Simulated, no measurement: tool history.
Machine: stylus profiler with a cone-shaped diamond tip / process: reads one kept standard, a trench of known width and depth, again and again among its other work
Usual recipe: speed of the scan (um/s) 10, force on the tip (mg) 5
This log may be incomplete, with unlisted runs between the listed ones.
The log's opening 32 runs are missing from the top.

run     day  speed of the scan (um/s)  force on the tip (mg)  depth of the trench (nm)  width of the trench's floor (µm)
 33    34.4                         4                   4.66                    203.15                             27.73
 34  35.812                        20                   2.56                    201.77                             27.63
 35  37.246                        20                   2.56                    201.87                             27.64
 36  38.325                        11                   1.78                    201.15                             27.64
 37  39.738                        37                   6.64                    204.05                             27.56
 38  40.746                        37                   6.64                    204.03                             27.57
 39  41.379                        37                   6.64                    204.05                             27.62
 40  42.262                        37                   6.64                    204.17                             27.66
 41  43.546                        16                   3.04                    202.02                             27.62
 42  44.417                        16                   3.04                    201.94                             27.56
 43    45.6                         4                  12.97                    206.98                              27.6
 44  47.004                        11                   3.89                    202.42                             27.64
 45  47.721                        11                   3.89                    202.46                             27.54
 46  49.062                        11                   3.89                    202.42                             27.56
 47  50.071                        36                   2.46                    201.62                              27.5

Below are 3 alternative next runs, each starting from the tool's condition after run 47. Predict each:
  A  51.233                         6                   2.46                         ?                                 ?
  B  51.233                         2                   5.32                         ?                                 ?
  C  51.233                         2                   2.46                         ?                                 ?

run  depth of the trench (nm)  width of the trench's floor (µm)
  A                    201.49                             27.59
  B                    203.31                             27.62
  C                    201.53                             27.66
What these runs would have given with no unlogged condition in the tool:
run  depth of the trench (nm)  width of the trench's floor (µm)
  A                    202.58                             28.01
  B                    204.41                             28.04
  C                    202.62                             28.08
